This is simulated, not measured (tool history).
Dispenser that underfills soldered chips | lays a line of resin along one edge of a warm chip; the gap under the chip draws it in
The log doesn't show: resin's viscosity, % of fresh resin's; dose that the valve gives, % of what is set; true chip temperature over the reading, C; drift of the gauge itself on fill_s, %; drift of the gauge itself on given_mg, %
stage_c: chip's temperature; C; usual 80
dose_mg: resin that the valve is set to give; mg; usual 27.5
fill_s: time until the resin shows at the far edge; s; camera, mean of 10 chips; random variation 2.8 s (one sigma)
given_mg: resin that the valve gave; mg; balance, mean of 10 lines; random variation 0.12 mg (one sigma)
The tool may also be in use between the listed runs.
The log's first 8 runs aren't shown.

run	day	stage_c	dose_mg	hours of work since the syringe was changed	hours of work since the valve was cleaned	hours of work since the stage was calibrated	fill_s	given_mg
# day 3.579: new syringe of resin
9	3.775	94	27.5	4	16	29	181.5	27.21
# day 4.008: new syringe of resin
10	4.062	80	25.2	1	21	35	295.2	24.62
# day 4.417: new syringe of resin
11	4.417	80	27.5	0	28	41	277	26.94
# day 4.821: new syringe of resin
12	5.012	80	27.5	4	39	52	314.2	26.75
# day 5.229: new syringe of resin
13	5.3	80	27.5	1	44	57	292.6	26.39
# day 5.65: new syringe of resin
14	5.896	80	27.5	5	55	68	337.1	26.16
# day 6.071: new syringe of resin
15	6.204	80	29	3	60	74	310.7	27.56
# day 6.458: new syringe of resin
16	6.808	69	29	7	71	85	547.9	27.31
# day 6.879: new syringe of resin
17	7.121	69	29	5	77	90	505	27.02
# day 7.312: new syringe of resin
# day 7.738: new syringe of resin
18	7.738	69	29	0	88	102	435.1	26.9
# day 8.175: new syringe of resin
19	8.192	94	28.7	0	96	110	166.4	26.4
20	8.496	66	30.7	6	102	116	612.5	28.08
# day 8.588: new syringe of resin
# day 8.675: dispensing valve cleaned and set on the balance
# day 9.025: new syringe of resin
21	9.071	66	30.7	1	7	125	494.7	30.59
# day 9.425: new syringe of resin
22	9.638	71	24.2	4	18	136	474.6	24.03
# day 9.821: new syringe of resin
# day 10.229: new syringe of resin
23	10.279	71	23.9	1	29	147	425.8	23.28
# day 10.654: new syringe of resin
24	10.654	87	24	0	36	154	215.2	23.48
# day 11.096: new syringe of resin
25	11.104	87	24	0	44	162	224.4	22.96
26	11.45	74	27.6	7	51	169	453.1	26.47
# day 11.504: new syringe of resin
27	11.879	74	27.6	7	59	177	458.4	26.01
# day 11.925: new syringe of resin
28	12.154	74	27.6	4	64	182	401.4	26.35
# day 12.325: new syringe of resin
# day 12.746: new syringe of resin
29	12.783	80	32.4	1	75	193	274.9	30.54
# day 13.158: new syringe of resin
30	13.229	78	33.1	1	83	201	314.7	30.87
31	13.521	78	33.1	7	89	207	385	30.85
# day 13.567: new syringe of resin
# day 13.988: new syringe of resin
32	14.104	83	32.5	2	99	217	264.3	29.96
# day 14.412: new syringe of resin
# day 14.454: dispensing valve cleaned and set on the balance
33	14.617	69	24.3	3	3	226	504.5	24.36

Forecast each of these 4 alternatives for the next run:
# day 14.858: new syringe of resin
A	15.054	78	23.6	4	11	234	?	?
# day 14.858: new syringe of resin
B	15.054	86	35.3	4	11	234	?	?
# day 14.858: new syringe of resin
C	15.054	81	29.8	4	11	234	?	?
# day 14.858: new syringe of resin
D	15.054	68	31	4	11	234	?	?

run	fill_s	given_mg
A	348.3	23.26
B	233.2	34.95
C	293.5	29.88
D	496.3	30.72
Without the tool's hidden state the same runs would have given:
run	fill_s	given_mg
A	311.6	23.43
B	208.9	35.2
C	262.9	30.09
D	445.4	30.93

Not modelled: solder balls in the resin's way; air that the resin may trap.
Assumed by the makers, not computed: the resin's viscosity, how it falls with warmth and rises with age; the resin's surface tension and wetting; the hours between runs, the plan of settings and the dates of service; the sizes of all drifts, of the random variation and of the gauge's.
